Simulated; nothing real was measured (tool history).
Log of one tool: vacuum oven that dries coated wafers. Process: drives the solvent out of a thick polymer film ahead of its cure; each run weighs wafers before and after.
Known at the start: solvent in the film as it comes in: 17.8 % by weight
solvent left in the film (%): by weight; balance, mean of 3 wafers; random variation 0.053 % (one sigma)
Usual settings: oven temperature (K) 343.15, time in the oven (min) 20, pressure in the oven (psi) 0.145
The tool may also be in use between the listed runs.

{"run": 1, "hour": 0.0, "oven temperature (K)": 343.15, "time in the oven (min)": 20, "pressure in the oven (psi)": 0.145, "solvent left in the film (%)": 2.39}
{"run": 2, "hour": 92.8, "oven temperature (K)": 343.15, "time in the oven (min)": 20, "pressure in the oven (psi)": 0.145, "solvent left in the film (%)": 2.35}
{"run": 3, "hour": 190.7, "oven temperature (K)": 354.15, "time in the oven (min)": 20, "pressure in the oven (psi)": 0.145, "solvent left in the film (%)": 1.09}
{"run": 4, "hour": 276.3, "oven temperature (K)": 354.15, "time in the oven (min)": 20, "pressure in the oven (psi)": 0.145, "solvent left in the film (%)": 1.03}
{"run": 5, "hour": 325.6, "oven temperature (K)": 343.15, "time in the oven (min)": 20, "pressure in the oven (psi)": 0.145, "solvent left in the film (%)": 2.31}
{"run": 6, "hour": 388.4, "oven temperature (K)": 343.15, "time in the oven (min)": 20, "pressure in the oven (psi)": 0.263, "solvent left in the film (%)": 3.11}
{"run": 7, "hour": 446.8, "oven temperature (K)": 343.15, "time in the oven (min)": 20, "pressure in the oven (psi)": 0.263, "solvent left in the film (%)": 3.2}
{"run": 8, "hour": 525.4, "oven temperature (K)": 343.15, "time in the oven (min)": 20, "pressure in the oven (psi)": 0.145, "solvent left in the film (%)": 2.5}
{"hour": 625.9, "done": "oven's thermocouples calibrated"}
{"run": 9, "hour": 633.8, "oven temperature (K)": 343.15, "time in the oven (min)": 20, "pressure in the oven (psi)": 0.145, "solvent left in the film (%)": 2.66}
{"run": 10, "hour": 709.8, "oven temperature (K)": 343.15, "time in the oven (min)": 20, "pressure in the oven (psi)": 0.145, "solvent left in the film (%)": 2.66}
{"run": 11, "hour": 790.7, "oven temperature (K)": 343.15, "time in the oven (min)": 20, "pressure in the oven (psi)": 0.145, "solvent left in the film (%)": 2.64}
{"run": 12, "hour": 842.7, "oven temperature (K)": 343.15, "time in the oven (min)": 20, "pressure in the oven (psi)": 0.145, "solvent left in the film (%)": 2.66}
{"run": 13, "hour": 925.4, "oven temperature (K)": 343.15, "time in the oven (min)": 20, "pressure in the oven (psi)": 0.145, "solvent left in the film (%)": 2.67}
{"hour": 1005.3, "done": "oven's thermocouples calibrated, once more"}
{"run": 14, "hour": 1016.3, "oven temperature (K)": 343.15, "time in the oven (min)": 20, "pressure in the oven (psi)": 0.145, "solvent left in the film (%)": 2.58}
{"run": 15, "hour": 1122.7, "oven temperature (K)": 343.15, "time in the oven (min)": 20, "pressure in the oven (psi)": 0.145, "solvent left in the film (%)": 2.66}
{"run": 16, "hour": 1181.7, "oven temperature (K)": 343.15, "time in the oven (min)": 20, "pressure in the oven (psi)": 0.145, "solvent left in the film (%)": 2.41}
{"run": 17, "hour": 1253.5, "oven temperature (K)": 343.15, "time in the oven (min)": 20, "pressure in the oven (psi)": 0.476, "solvent left in the film (%)": 4.58}
{"run": 18, "hour": 1369.2, "oven temperature (K)": 340.15, "time in the oven (min)": 20, "pressure in the oven (psi)": 0.145, "solvent left in the film (%)": 3.31}
{"run": 19, "hour": 1457.1, "oven temperature (K)": 352.15, "time in the oven (min)": 20, "pressure in the oven (psi)": 0.231, "solvent left in the film (%)": 1.74}
{"run": 20, "hour": 1505.2, "oven temperature (K)": 343.15, "time in the oven (min)": 26, "pressure in the oven (psi)": 0.146, "solvent left in the film (%)": 2.14}
{"run": 21, "hour": 1611.0, "oven temperature (K)": 343.15, "time in the oven (min)": 35, "pressure in the oven (psi)": 0.145, "solvent left in the film (%)": 2.0}
{"run": 22, "hour": 1716.9, "oven temperature (K)": 343.15, "time in the oven (min)": 25, "pressure in the oven (psi)": 0.244, "solvent left in the film (%)": 3.03}
{"run": 23, "hour": 1777.4, "oven temperature (K)": 344.15, "time in the oven (min)": 19, "pressure in the oven (psi)": 0.399, "solvent left in the film (%)": 4.15}
{"run": 24, "hour": 1834.2, "oven temperature (K)": 339.15, "time in the oven (min)": 15, "pressure in the oven (psi)": 0.303, "solvent left in the film (%)": 5.89}
{"hour": 1885.9, "done": "oven's thermocouples calibrated"}
{"run": 25, "hour": 1909.3, "oven temperature (K)": 339.15, "time in the oven (min)": 15, "pressure in the oven (psi)": 0.303, "solvent left in the film (%)": 5.15}
{"run": 26, "hour": 1977.3, "oven temperature (K)": 340.15, "time in the oven (min)": 15, "pressure in the oven (psi)": 0.145, "solvent left in the film (%)": 3.96}
{"run": 27, "hour": 2032.6, "oven temperature (K)": 331.15, "time in the oven (min)": 20, "pressure in the oven (psi)": 0.162, "solvent left in the film (%)": 6.09}

Forecast each of these 3 alternatives for the next run:
{"run": "A", "hour": 2084.6, "oven temperature (K)": 331.15, "time in the oven (min)": 25, "pressure in the oven (psi)": 0.162, "solvent left in the film (%)": "?"}
{"run": "B", "hour": 2084.6, "oven temperature (K)": 356.15, "time in the oven (min)": 20, "pressure in the oven (psi)": 0.116, "solvent left in the film (%)": "?"}
{"run": "C", "hour": 2084.6, "oven temperature (K)": 340.15, "time in the oven (min)": 30, "pressure in the oven (psi)": 0.292, "solvent left in the film (%)": "?"}

run=A solvent_left_in_the_film_(%)=5.33
run=B solvent_left_in_the_film_(%)=0.92
run=C solvent_left_in_the_film_(%)=3.42
Without the tool's hidden state the same runs would have given:
run=A solvent_left_in_the_film_(%)=4.11
run=B solvent_left_in_the_film_(%)=0.36
run=C solvent_left_in_the_film_(%)=2.42
